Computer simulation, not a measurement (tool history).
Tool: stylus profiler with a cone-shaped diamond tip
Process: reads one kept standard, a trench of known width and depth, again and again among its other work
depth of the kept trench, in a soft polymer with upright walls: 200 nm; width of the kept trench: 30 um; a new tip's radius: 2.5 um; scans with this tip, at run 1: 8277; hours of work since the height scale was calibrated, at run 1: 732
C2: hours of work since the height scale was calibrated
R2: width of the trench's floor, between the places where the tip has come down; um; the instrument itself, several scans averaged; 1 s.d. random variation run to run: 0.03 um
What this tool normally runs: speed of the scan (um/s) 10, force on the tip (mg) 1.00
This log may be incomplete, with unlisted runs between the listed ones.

{"run": 1, "day": 0.0, "speed of the scan (um/s)": 10, "force on the tip (mg)": 1.0, "scans with this tip": 8277, "C2": 732, "depth of the trench (nm)": 201.44, "R2": 27.55}
{"run": 2, "day": 4.467, "speed of the scan (um/s)": 10, "force on the tip (mg)": 1.0, "scans with this tip": 9146, "C2": 809, "depth of the trench (nm)": 201.79, "R2": 27.5}
{"run": 3, "day": 7.412, "speed of the scan (um/s)": 10, "force on the tip (mg)": 0.52, "scans with this tip": 9720, "C2": 860, "depth of the trench (nm)": 201.35, "R2": 27.48}
{"run": 4, "day": 11.775, "speed of the scan (um/s)": 10, "force on the tip (mg)": 0.52, "scans with this tip": 10569, "C2": 935, "depth of the trench (nm)": 201.34, "R2": 27.43}
{"run": 5, "day": 15.742, "speed of the scan (um/s)": 10, "force on the tip (mg)": 0.52, "scans with this tip": 11340, "C2": 1003, "depth of the trench (nm)": 201.48, "R2": 27.37}
{"run": 6, "day": 19.229, "speed of the scan (um/s)": 10, "force on the tip (mg)": 0.52, "scans with this tip": 12019, "C2": 1063, "depth of the trench (nm)": 201.52, "R2": 27.32}
{"run": 7, "day": 24.121, "speed of the scan (um/s)": 10, "force on the tip (mg)": 0.52, "scans with this tip": 12971, "C2": 1147, "depth of the trench (nm)": 201.56, "R2": 27.26}
{"run": 8, "day": 26.979, "speed of the scan (um/s)": 10, "force on the tip (mg)": 0.52, "scans with this tip": 13528, "C2": 1196, "depth of the trench (nm)": 201.81, "R2": 27.21}
{"run": 9, "day": 29.979, "speed of the scan (um/s)": 10, "force on the tip (mg)": 0.52, "scans with this tip": 14112, "C2": 1248, "depth of the trench (nm)": 201.75, "R2": 27.21}
{"run": 10, "day": 32.971, "speed of the scan (um/s)": 15, "force on the tip (mg)": 0.67, "scans with this tip": 14694, "C2": 1299, "depth of the trench (nm)": 201.88, "R2": 27.17}
{"run": 11, "day": 36.679, "speed of the scan (um/s)": 15, "force on the tip (mg)": 2.02, "scans with this tip": 15416, "C2": 1363, "depth of the trench (nm)": 202.81, "R2": 27.2}
{"run": 12, "day": 38.967, "speed of the scan (um/s)": 9, "force on the tip (mg)": 1.21, "scans with this tip": 15861, "C2": 1403, "depth of the trench (nm)": 202.42, "R2": 27.17}
{"run": 13, "day": 42.55, "speed of the scan (um/s)": 9, "force on the tip (mg)": 1.21, "scans with this tip": 16559, "C2": 1464, "depth of the trench (nm)": 202.39, "R2": 27.2}
{"run": 14, "day": 46.104, "speed of the scan (um/s)": 22, "force on the tip (mg)": 0.78, "scans with this tip": 17250, "C2": 1525, "depth of the trench (nm)": 202.19, "R2": 26.98}
{"run": 15, "day": 50.204, "speed of the scan (um/s)": 27, "force on the tip (mg)": 0.91, "scans with this tip": 18049, "C2": 1596, "depth of the trench (nm)": 202.34, "R2": 26.94}
{"day": 53.558, "done": "height scale calibrated on a step standard"}
{"run": 16, "day": 53.821, "speed of the scan (um/s)": 27, "force on the tip (mg)": 0.91, "scans with this tip": 18748, "C2": 4, "depth of the trench (nm)": 200.91, "R2": 26.93}
{"run": 17, "day": 56.808, "speed of the scan (um/s)": 27, "force on the tip (mg)": 0.91, "scans with this tip": 19330, "C2": 56, "depth of the trench (nm)": 200.86, "R2": 26.97}
{"run": 18, "day": 62.012, "speed of the scan (um/s)": 4, "force on the tip (mg)": 1.05, "scans with this tip": 20343, "C2": 145, "depth of the trench (nm)": 201.22, "R2": 27.04}

Here are 5 independent what-if runs from the current tool condition. What would each one return?
{"run": "A", "day": 65.488, "speed of the scan (um/s)": 15, "force on the tip (mg)": 0.45, "scans with this tip": 21019, "C2": 205, "depth of the trench (nm)": "?", "R2": "?"}
{"run": "B", "day": 65.488, "speed of the scan (um/s)": 5, "force on the tip (mg)": 2.46, "scans with this tip": 21019, "C2": 205, "depth of the trench (nm)": "?", "R2": "?"}
{"run": "C", "day": 65.488, "speed of the scan (um/s)": 10, "force on the tip (mg)": 0.89, "scans with this tip": 21019, "C2": 205, "depth of the trench (nm)": "?", "R2": "?"}
{"run": "D", "day": 65.488, "speed of the scan (um/s)": 22, "force on the tip (mg)": 0.61, "scans with this tip": 21019, "C2": 205, "depth of the trench (nm)": "?", "R2": "?"}
{"run": "E", "day": 65.488, "speed of the scan (um/s)": 10, "force on the tip (mg)": 0.82, "scans with this tip": 21019, "C2": 205, "depth of the trench (nm)": "?", "R2": "?"}

run=A depth_of_the_trench_(nm)=200.60 R2=26.91
run=B depth_of_the_trench_(nm)=201.99 R2=26.98
run=C depth_of_the_trench_(nm)=201.03 R2=26.97
run=D depth_of_the_trench_(nm)=200.98 R2=26.80
run=E depth_of_the_trench_(nm)=200.97 R2=26.93
Had the tool no hidden state, the same runs would have come out as:
run=A depth_of_the_trench_(nm)=200.45 R2=27.91
run=B depth_of_the_trench_(nm)=201.84 R2=27.97
run=C depth_of_the_trench_(nm)=200.88 R2=27.96
run=D depth_of_the_trench_(nm)=200.83 R2=27.80
run=E depth_of_the_trench_(nm)=200.82 R2=27.92

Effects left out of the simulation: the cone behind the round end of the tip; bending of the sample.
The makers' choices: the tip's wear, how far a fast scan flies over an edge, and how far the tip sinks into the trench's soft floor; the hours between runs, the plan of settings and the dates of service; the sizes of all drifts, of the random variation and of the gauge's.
